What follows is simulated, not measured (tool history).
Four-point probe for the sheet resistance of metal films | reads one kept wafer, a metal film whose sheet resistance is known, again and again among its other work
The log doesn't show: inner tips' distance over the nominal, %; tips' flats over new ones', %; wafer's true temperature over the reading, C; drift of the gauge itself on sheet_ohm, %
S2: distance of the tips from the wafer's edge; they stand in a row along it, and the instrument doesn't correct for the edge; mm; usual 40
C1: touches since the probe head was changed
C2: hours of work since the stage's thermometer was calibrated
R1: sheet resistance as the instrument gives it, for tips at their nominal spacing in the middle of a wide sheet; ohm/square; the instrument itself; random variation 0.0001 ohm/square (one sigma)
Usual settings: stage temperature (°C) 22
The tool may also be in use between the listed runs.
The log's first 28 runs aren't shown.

run 29 day=61.117 | stage_temperature_(°C)=35 S2=7 | C1=60893 C2=87 | R1=0.510531
run 30 day=63.529 | stage_temperature_(°C)=35 S2=7 | C1=63066 C2=114 | R1=0.510866
run 31 day=66.221 | stage_temperature_(°C)=27 S2=5 | C1=65495 C2=145 | R1=0.514386
run 32 day=68.475 | stage_temperature_(°C)=22 S2=7 | C1=67529 C2=170 | R1=0.513143
run 33 day=70.008 | stage_temperature_(°C)=19 S2=42 | C1=68909 C2=187 | R1=0.511739
run 34 day=72.788 | stage_temperature_(°C)=27 S2=8 | C1=71415 C2=218 | R1=0.51171
run 35 day=74.196 | stage_temperature_(°C)=27 S2=8 | C1=72685 C2=234 | R1=0.512044
run 36 day=76.575 | stage_temperature_(°C)=24 S2=61 | C1=74834 C2=261 | R1=0.51073
run 37 day=78.771 | stage_temperature_(°C)=24 S2=11 | C1=76812 C2=286 | R1=0.511717
run 38 day=80.233 | stage_temperature_(°C)=26 S2=4 | C1=78131 C2=302 | R1=0.517424
run 39 day=82.721 | stage_temperature_(°C)=22 S2=40 | C1=80375 C2=330 | R1=0.511429
run 40 day=85.854 | stage_temperature_(°C)=27 S2=21 | C1=83201 C2=366 | R1=0.510817
run 41 day=88.771 | stage_temperature_(°C)=29 S2=8 | C1=85830 C2=398 | R1=0.512125
run 42 day=91.312 | stage_temperature_(°C)=21 S2=10 | C1=88122 C2=427 | R1=0.513083
run 43 day=92.958 | stage_temperature_(°C)=29 S2=17 | C1=89607 C2=445 | R1=0.510833
run 44 day=95.292 | stage_temperature_(°C)=32 S2=7 | C1=91713 C2=472 | R1=0.512274
run 45 day=97.525 | stage_temperature_(°C)=33 S2=4 | C1=93725 C2=497 | R1=0.5166
run 46 day=99.496 | stage_temperature_(°C)=25 S2=11 | C1=95503 C2=519 | R1=0.512219

3 ways to go on from here, each from the tool as it stands after run 46. What would each give?
run A day=101.438 | stage_temperature_(°C)=20 S2=40 | C1=97256 C2=541 | R1=?
run B day=101.438 | stage_temperature_(°C)=25 S2=29 | C1=97256 C2=541 | R1=?
run C day=101.438 | stage_temperature_(°C)=29 S2=16 | C1=97256 C2=541 | R1=?

run=A R1=0.512528
run=B R1=0.511467
run=C R1=0.511216
Without the tool's hidden state the same runs would have given:
run=A R1=0.510231
run=B R1=0.509176
run=C R1=0.508928
